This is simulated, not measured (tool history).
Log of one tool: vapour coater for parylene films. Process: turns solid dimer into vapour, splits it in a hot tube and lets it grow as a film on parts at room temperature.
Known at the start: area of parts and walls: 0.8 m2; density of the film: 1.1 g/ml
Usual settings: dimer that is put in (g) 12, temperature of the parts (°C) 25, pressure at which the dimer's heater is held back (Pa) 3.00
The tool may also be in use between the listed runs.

run	day	dimer that is put in (g)	temperature of the parts (°C)	pressure at which the dimer's heater is held back (Pa)	thickness of the film (um)
1	0.000	12	25	3.00	7.71
2	0.538	12	25	2.24	8.11
3	1.525	12	25	3.98	7.44
4	1.996	12	25	3.98	7.48
5	2.833	12	25	3.00	7.72
6	3.350	12	25	3.00	7.61
7	3.779	20	25	3.00	12.71
8	4.229	12	25	3.00	7.50
9	5.125	12	25	3.00	7.53
10	5.667	12	25	3.97	7.19
# day 6.075: trap's valve overhauled
11	6.621	12	25	3.00	8.25
12	7.296	12	25	3.06	8.17
13	8.246	12	25	3.00	8.16
14	9.225	8	25	3.00	5.37
15	10.229	8	25	3.00	5.37
16	11.167	19	30	3.00	10.75
# day 11.267: table's thermometer calibrated
17	12.142	7	25	11.02	4.03
18	12.683	8	25	3.00	5.32
19	13.679	8	25	3.00	5.30
20	14.417	12	25	5.54	7.37
21	15.379	14	25	4.98	8.47
22	15.929	12	34	10.24	4.85
23	16.362	6	23	2.45	4.35
24	16.879	14	20	2.45	10.90
# day 17.104: table's thermometer calibrated, once more
25	17.525	9	32	3.76	4.31

Forecast each of these 4 alternatives for the next run:
A	18.279	10	25	3.00	?
B	18.279	11	18	2.60	?
C	18.279	11	21	7.82	?
D	18.279	12	25	2.35	?

run	thickness of the film (um)
A	6.29
B	9.01
C	6.97
D	7.71
Without the tool's hidden state the same runs would have given:
run	thickness of the film (um)
A	6.90
B	9.88
C	7.65
D	8.45

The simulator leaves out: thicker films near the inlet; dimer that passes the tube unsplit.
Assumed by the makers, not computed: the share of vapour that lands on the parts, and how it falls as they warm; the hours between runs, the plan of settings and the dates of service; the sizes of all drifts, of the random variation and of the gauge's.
